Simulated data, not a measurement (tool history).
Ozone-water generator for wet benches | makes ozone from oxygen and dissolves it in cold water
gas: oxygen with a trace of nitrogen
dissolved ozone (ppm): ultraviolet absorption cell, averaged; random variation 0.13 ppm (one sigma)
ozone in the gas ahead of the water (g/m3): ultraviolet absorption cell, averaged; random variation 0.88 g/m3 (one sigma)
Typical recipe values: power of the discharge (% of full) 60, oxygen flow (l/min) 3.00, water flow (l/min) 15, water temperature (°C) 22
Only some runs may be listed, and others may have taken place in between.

run    hour  power of the discharge (% of full)  oxygen flow (l/min)  water flow (l/min)  water temperature (°C)  dissolved ozone (ppm)  ozone in the gas ahead of the water (g/m3)
  1     0.0                                  60                 3.00                  15                      22                   12.8                                       139.4
  2    85.8                                  60                 3.00                  15                      22                   12.8                                       139.2
  3   135.4                                  60                 3.00                  15                      22                   12.5                                       139.7
  4   211.1                                  60                 3.00                  15                      22                   12.7                                       139.1
  5   257.2                                  60                 3.00                  15                      22                   12.5                                       138.8
  6   315.5                                  60                 3.00                  15                      22                   12.7                                       140.1
  7   380.8                                  60                 3.00                  15                      22                   12.6                                       139.2
  8   467.7                                  60                 3.00                  15                      22                   12.5                                       139.9
  9   511.9                                  60                 3.43                  15                      22                   12.7                                       129.2
 10   601.6                                  60                 3.43                  15                      22                   12.8                                       130.4
 11   646.9                                  60                 3.00                  15                      22                   12.6                                       138.2
 12   724.4                                  72                 3.19                  20                      22                   11.4                                       150.2
 13   770.9                                  60                 2.20                  15                      26                   11.7                                       160.0
 14   840.7                                  60                 2.20                  15                      26                   11.5                                       160.0
 15   900.6                                  60                 2.20                  15                      26                   11.7                                       160.3
 16   989.1                                  52                 3.55                  18                      20                   10.5                                       115.0
 17  1082.6                                  52                 3.55                  18                      20                   10.2                                       116.0
 18  1163.2                                  52                 3.55                  18                      20                   10.5                                       116.5
 19  1204.2                                  52                 3.55                  18                      20                   10.4                                       115.4
 20  1256.1                                  60                 3.00                  13                      14                   15.2                                       136.5
 21  1323.7                                  60                 3.00                  13                      14                   15.5                                       136.6

Predict each of these 3 candidate next runs independently; none follows another, all start after run 21:
  A  1377.4                                  71                 2.21                  15                      15                      ?                                           ?
  B  1377.4                                  60                 3.00                  15                      16                      ?                                           ?
  C  1377.4                                  60                 3.59                  13                      16                      ?                                           ?

run  dissolved ozone (ppm)  ozone in the gas ahead of the water (g/m3)
  A                   14.1                                       176.2
  B                   13.3                                       137.9
  C                   15.3                                       125.6
Stripped of hidden state, with their random variation kept, the same runs would have yielded:
run  dissolved ozone (ppm)  ozone in the gas ahead of the water (g/m3)
  A                   15.5                                       188.0
  B                   14.6                                       146.2
  C                   16.7                                       133.2

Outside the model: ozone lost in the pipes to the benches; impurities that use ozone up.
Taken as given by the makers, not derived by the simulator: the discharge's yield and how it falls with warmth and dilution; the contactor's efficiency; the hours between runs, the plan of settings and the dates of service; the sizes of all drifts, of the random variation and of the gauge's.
